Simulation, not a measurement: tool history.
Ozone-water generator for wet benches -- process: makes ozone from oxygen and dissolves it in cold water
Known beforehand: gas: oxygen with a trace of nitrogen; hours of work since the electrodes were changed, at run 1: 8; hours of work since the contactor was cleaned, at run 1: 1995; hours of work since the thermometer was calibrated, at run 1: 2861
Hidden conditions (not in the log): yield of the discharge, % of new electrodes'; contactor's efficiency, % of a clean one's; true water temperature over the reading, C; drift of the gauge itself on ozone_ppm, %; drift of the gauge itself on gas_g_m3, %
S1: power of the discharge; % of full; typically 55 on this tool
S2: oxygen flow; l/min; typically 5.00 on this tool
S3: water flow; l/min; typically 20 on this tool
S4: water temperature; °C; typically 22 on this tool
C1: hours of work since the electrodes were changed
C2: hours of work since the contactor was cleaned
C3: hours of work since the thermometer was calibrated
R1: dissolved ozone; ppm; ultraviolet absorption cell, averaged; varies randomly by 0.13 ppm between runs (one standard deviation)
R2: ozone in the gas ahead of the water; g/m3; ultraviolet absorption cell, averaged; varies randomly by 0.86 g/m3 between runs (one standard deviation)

run	hour	S1	S2	S3	S4	C1	C2	C3	R1	R2
1	0.0	55	5.00	20	22	8	1995	2861	13.5	142.9
2	40.2	55	5.00	20	22	33	2020	2885	13.6	142.3
3	72.3	55	5.00	20	22	52	2039	2905	13.3	141.7
4	111.8	55	8.64	20	22	76	2063	2929	12.7	103.3
5	137.8	55	5.00	20	22	92	2079	2945	13.4	140.0
6	186.2	55	5.00	20	22	122	2108	2974	13.4	140.5
7	236.7	55	5.00	20	22	152	2139	3005	13.2	139.4
8	261.1	55	5.00	20	22	167	2154	3020	13.4	140.6
9	320.7	55	5.00	20	22	204	2190	3056	13.4	140.1
10	352.1	55	5.00	20	22	223	2209	3075	13.1	139.6
11	397.2	55	5.00	20	22	250	2237	3103	13.2	139.8
12	452.4	55	5.00	20	22	284	2271	3136	13.4	139.8
13	477.8	55	5.00	20	22	299	2286	3152	13.2	140.9
14	513.9	55	3.50	13	18	321	2308	3174	20.0	169.6
15	557.1	55	3.50	14	15	348	2334	3200	19.5	170.0
16	590.1	55	2.82	30	22	368	2354	3220	8.7	191.3
17	646.5	86	5.33	30	23	402	2389	3254	13.6	197.2
18	688.0	86	5.33	30	23	427	2414	3280	13.4	195.8
19	732.6	86	5.33	30	23	454	2441	3307	13.5	195.7
20	769.8	86	5.33	30	23	477	2464	3329	13.3	195.9
21	824.4	55	5.19	15	25	510	2497	3363	15.3	137.3
22	867.3	67	3.00	23	30	536	2523	3389	12.3	218.3
23	901.2	67	3.00	23	30	557	2544	3409	12.3	217.5
24	930.5	55	5.36	15	22	575	2562	3427	16.0	133.1

Each row is a separate what-if for the run after 24, all from the same tool condition, not one after another. Results?
A	967.4	75	5.36	15	22	597	2584	3450	?	?
B	967.4	42	3.14	22	22	597	2584	3450	?	?
C	967.4	98	4.00	25	22	597	2584	3450	?	?
D	967.4	55	5.05	27	22	597	2584	3450	?	?
E	967.4	65	5.36	14	25	597	2584	3450	?	?

run	R1	R2
A	21.2	173.7
B	9.4	142.4
C	17.4	254.0
D	10.1	138.5
E	18.7	152.2
With the hidden condition removed and each run's random variation left untouched, the same runs would have given:
run	R1	R2
A	22.2	176.2
B	9.9	143.5
C	18.4	258.5
D	10.6	140.0
E	19.5	154.2
